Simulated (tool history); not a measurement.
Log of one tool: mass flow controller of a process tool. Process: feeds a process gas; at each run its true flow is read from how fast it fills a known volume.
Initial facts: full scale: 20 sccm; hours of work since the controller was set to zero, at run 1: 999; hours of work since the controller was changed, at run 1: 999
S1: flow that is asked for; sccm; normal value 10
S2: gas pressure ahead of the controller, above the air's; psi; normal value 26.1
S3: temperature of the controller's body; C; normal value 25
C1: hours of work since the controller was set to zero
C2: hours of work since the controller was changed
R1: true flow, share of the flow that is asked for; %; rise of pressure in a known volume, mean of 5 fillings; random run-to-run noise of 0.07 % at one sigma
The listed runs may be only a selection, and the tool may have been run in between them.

Run 1, hour 0: usual settings; C1 999; C2 999. Result: R1 98.55 %.
Run 2, hour 79.3: usual settings; C1 1053; C2 1053. Result: R1 98.56 %.
Run 3, hour 182.9: usual settings; C1 1123; C2 1123. Result: R1 98.57 %.
Run 4, hour 321.5: usual settings; C1 1218; C2 1218. Result: R1 98.44 %.
Run 5, hour 410: usual settings; C1 1278; C2 1278. Result: R1 98.46 %.
Run 6, hour 514.7: usual settings but S1 8 sccm; C1 1349; C2 1349. Result: R1 98.32 %.
Run 7, hour 639.7: usual settings but S1 8 sccm; C1 1434; C2 1434. Result: R1 98.06 %.
Run 8, hour 804.4: usual settings but S2 35.1 psi; C1 1546; C2 1546. Result: R1 98.1 %.
Run 9, hour 923: usual settings but S3 21 C; C1 1627; C2 1627. Result: R1 98.18 %.
Run 10, hour 1096.8: usual settings but S3 21 C; C1 1745; C2 1745. Result: R1 98.01 %.
Run 11, hour 1200.8: usual settings; C1 1816; C2 1816. Result: R1 98.18 %.
Run 12, hour 1341.7: usual settings; C1 1912; C2 1912. Result: R1 98.11 %.
Run 13, hour 1426.3: usual settings; C1 1970; C2 1970. Result: R1 98.05 %.
Run 14, hour 1532.6: usual settings; C1 2042; C2 2042. Result: R1 97.99 %.
Run 15, hour 1612.4: usual settings; C1 2096; C2 2096. Result: R1 97.97 %.
Run 16, hour 1743.8: usual settings; C1 2186; C2 2186. Result: R1 97.98 %.
Run 17, hour 1926.5: usual settings; C1 2310; C2 2310. Result: R1 97.85 %.
Run 18, hour 2010.9: usual settings but S2 26.3 psi; C1 2367; C2 2367. Result: R1 97.93 %.
Run 19, hour 2146.6: usual settings but S2 37.1 psi; C1 2460; C2 2460. Result: R1 97.65 %.
Run 20, hour 2243.7: usual settings but S3 24 C; C1 2526; C2 2526. Result: R1 97.73 %.
Run 21, hour 2348.1: usual settings but S2 34.5 psi; C1 2597; C2 2597. Result: R1 97.61 %.
Run 22, hour 2426.1: usual settings but S2 34.5 psi; C1 2650; C2 2650. Result: R1 97.62 %.
Run 23, hour 2548.7: usual settings but S1 5 sccm, S2 34.5 psi; C1 2733; C2 2733. Result: R1 96.23 %.
Run 24, hour 2693.2: usual settings but S1 4 sccm, S2 31.2 psi; C1 2832; C2 2832. Result: R1 95.71 %.
Run 25, hour 2836.8: usual settings but S1 3 sccm, S2 21.9 psi, S3 22 C; C1 2929; C2 2929. Result: R1 94.71 %.
Run 26, hour 2924.6: usual settings but S1 3 sccm, S2 32.8 psi; C1 2989; C2 2989. Result: R1 94.52 %.
At hour 2936.7: controller's zero set anew.
Run 27, hour 3076.2: usual settings but S2 27.1 psi, S3 35 C; C1 95; C2 3092. Result: R1 97.42 %.
Run 28, hour 3155.7: usual settings but S2 27.1 psi, S3 35 C; C1 149; C2 3146. Result: R1 97.48 %.
Run 29, hour 3247.6: usual settings but S1 9 sccm, S2 27.3 psi, S3 21 C; C1 212; C2 3208. Result: R1 96.81 %.
Run 30, hour 3336.3: usual settings but S1 15 sccm, S2 25.7 psi, S3 37 C; C1 272; C2 3269. Result: R1 98.2 %.
Run 31, hour 3498.9: usual settings but S1 7 sccm, S2 34.4 psi; C1 383; C2 3379. Result: R1 96.18 %.
Run 32, hour 3641.7: usual settings but S1 7 sccm, S2 34.4 psi; C1 480; C2 3477. Result: R1 96.13 %.
At hour 3726.1: controller's zero set anew, once more.
Run 33, hour 3809: usual settings but S1 8 sccm, S2 36.7 psi, S3 31 C; C1 56; C2 3590. Result: R1 98.23 %.
Run 34, hour 3892.6: usual settings but S1 6 sccm, S2 26.4 psi; C1 113; C2 3647. Result: R1 98.05 %.
Run 35, hour 4071.8: usual settings but S1 6 sccm, S2 26.4 psi; C1 235; C2 3769. Result: R1 97.97 %.
Run 36, hour 4202.3: usual settings but S1 9 sccm; C1 324; C2 3858. Result: R1 98.25 %.
Run 37, hour 4352.7: usual settings but S1 15 sccm, S2 21.2 psi; C1 426; C2 3960. Result: R1 98.66 %.
Run 38, hour 4464.5: usual settings but S2 28.6 psi; C1 502; C2 4036. Result: R1 97.99 %.
Run 39, hour 4571.2: usual settings but S2 28.6 psi; C1 575; C2 4109. Result: R1 97.98 %.
Run 40, hour 4740.1: usual settings but S1 2 sccm, S2 28.7 psi, S3 38 C; C1 690; C2 4224. Result: R1 96.67 %.
Run 41, hour 4887.2: usual settings but S1 2 sccm, S2 28.7 psi, S3 38 C; C1 790; C2 4324. Result: R1 96.62 %.
Run 42, hour 5002.4: usual settings but S1 2 sccm, S2 25.8 psi, S3 38 C; C1 868; C2 4402. Result: R1 96.47 %.
Run 43, hour 5184.7: usual settings but S1 2 sccm, S2 25.8 psi, S3 38 C; C1 992; C2 4526. Result: R1 96.11 %.
Run 44, hour 5365.2: usual settings but S1 2 sccm, S2 23.9 psi, S3 21 C; C1 1115; C2 4649. Result: R1 95.54 %.
Run 45, hour 5461.1: usual settings but S1 19 sccm, S2 37.1 psi, S3 21 C; C1 1180; C2 4714. Result: R1 98.25 %.
Run 46, hour 5551.9: usual settings but S1 12 sccm, S2 35.7 psi, S3 21 C; C1 1242; C2 4776. Result: R1 97.74 %.

Pick out some run-to-run changes in R1. Of each, how much would a tool without hidden state show as well, from the settings, what came in and chance, and how much is left for the hidden state and any gauge scatter not in both results compared?
The tool's hidden condition here consists of: flow at rest that the sensor doesn't see, % of full scale; true flow over the shown one, %; drift of the gauge itself on true_pct, %.
Run 26 -> 27: S1 3 -> 10, S2 32.8 -> 27.1, S3 25 -> 35, controller's zero set anew. R1 +2.9 %: hidden state +2.14, all else +0.76.
Run 32 -> 33: S1 7 -> 8, S2 34.4 -> 36.7, S3 25 -> 31, controller's zero set anew, once more. R1 +2.1 %: hidden state +1.94, all else +0.16.
Run 44 -> 45: S1 2 -> 19, S2 23.9 -> 37.1. R1 +2.71 %: hidden state +1.69, all else +1.02.
